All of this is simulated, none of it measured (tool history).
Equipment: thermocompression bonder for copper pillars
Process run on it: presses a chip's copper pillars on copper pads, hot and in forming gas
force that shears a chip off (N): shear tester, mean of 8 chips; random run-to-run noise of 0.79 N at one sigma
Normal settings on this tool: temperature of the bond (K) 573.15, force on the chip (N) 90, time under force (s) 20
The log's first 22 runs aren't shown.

| run | day | temperature of the bond (K) | force on the chip (N) | time under force (s) | hours of work since the heater was calibrated | hours of work since the force cell was calibrated | hours of work since the gas filter was changed | force that shears a chip off (N) |
|---|---|---|---|---|---|---|---|---|
| 23 | 23.096 | 573.15 | 79 | 20 | 226 | 510 | 51 | 53.8 |
| 24 | 24.162 | 573.15 | 79 | 20 | 237 | 521 | 62 | 55.2 |
| 25 | 25.629 | 546.15 | 90 | 16 | 252 | 536 | 78 | 43.6 |
| 26 | 26.808 | 546.15 | 90 | 16 | 265 | 549 | 90 | 43.2 |
| 27 | 27.638 | 546.15 | 90 | 16 | 273 | 557 | 99 | 42.4 |
| 28 | 28.521 | 546.15 | 90 | 16 | 283 | 567 | 108 | 42.4 |
| 29 | 29.358 | 546.15 | 90 | 16 | 291 | 575 | 117 | 42.7 |
| 30 | 30.071 | 573.15 | 126 | 20 | 299 | 583 | 124 | 76.8 |
|  | 30.946 | forming gas filter changed |
| 31 | 31.096 | 577.15 | 115 | 54 | 309 | 593 | 2 | 100.5 |
| 32 | 32.521 | 577.15 | 115 | 54 | 324 | 608 | 17 | 102.5 |
| 33 | 33.612 | 577.15 | 104 | 54 | 336 | 620 | 28 | 96.8 |
| 34 | 34.921 | 565.15 | 67 | 20 | 350 | 633 | 42 | 44.4 |
| 35 | 36.204 | 565.15 | 104 | 23 | 363 | 647 | 55 | 66.9 |
| 36 | 37.721 | 553.15 | 56 | 11 | 379 | 663 | 71 | 26.1 |
| 37 | 38.738 | 573.15 | 117 | 55 | 389 | 673 | 82 | 100.1 |
| 38 | 40.033 | 596.15 | 117 | 31 | 403 | 687 | 95 | 97.1 |
| 39 | 40.862 | 573.15 | 90 | 10 | 412 | 696 | 104 | 46.2 |

Predict each of these 5 candidate next runs independently; none follows another, all start after run 39:
| A | 42.442 | 577.15 | 133 | 22 | 428 | 712 | 120 | ? |
| B | 42.442 | 573.15 | 99 | 57 | 428 | 712 | 120 | ? |
| C | 42.442 | 553.15 | 93 | 22 | 428 | 712 | 120 | ? |
| D | 42.442 | 601.15 | 101 | 14 | 428 | 712 | 120 | ? |
| E | 42.442 | 573.15 | 132 | 32 | 428 | 712 | 120 | ? |

| run | force that shears a chip off (N) |
|---|---|
| A | 84.5 |
| B | 90 |
| C | 52.6 |
| D | 71.2 |
| E | 90.3 |
Take away the tool's hidden state, keep each run's random variation, and the runs would have read:
| run | force that shears a chip off (N) |
|---|---|
| A | 85.1 |
| B | 90.6 |
| C | 52.9 |
| D | 71.6 |
| E | 90.9 |
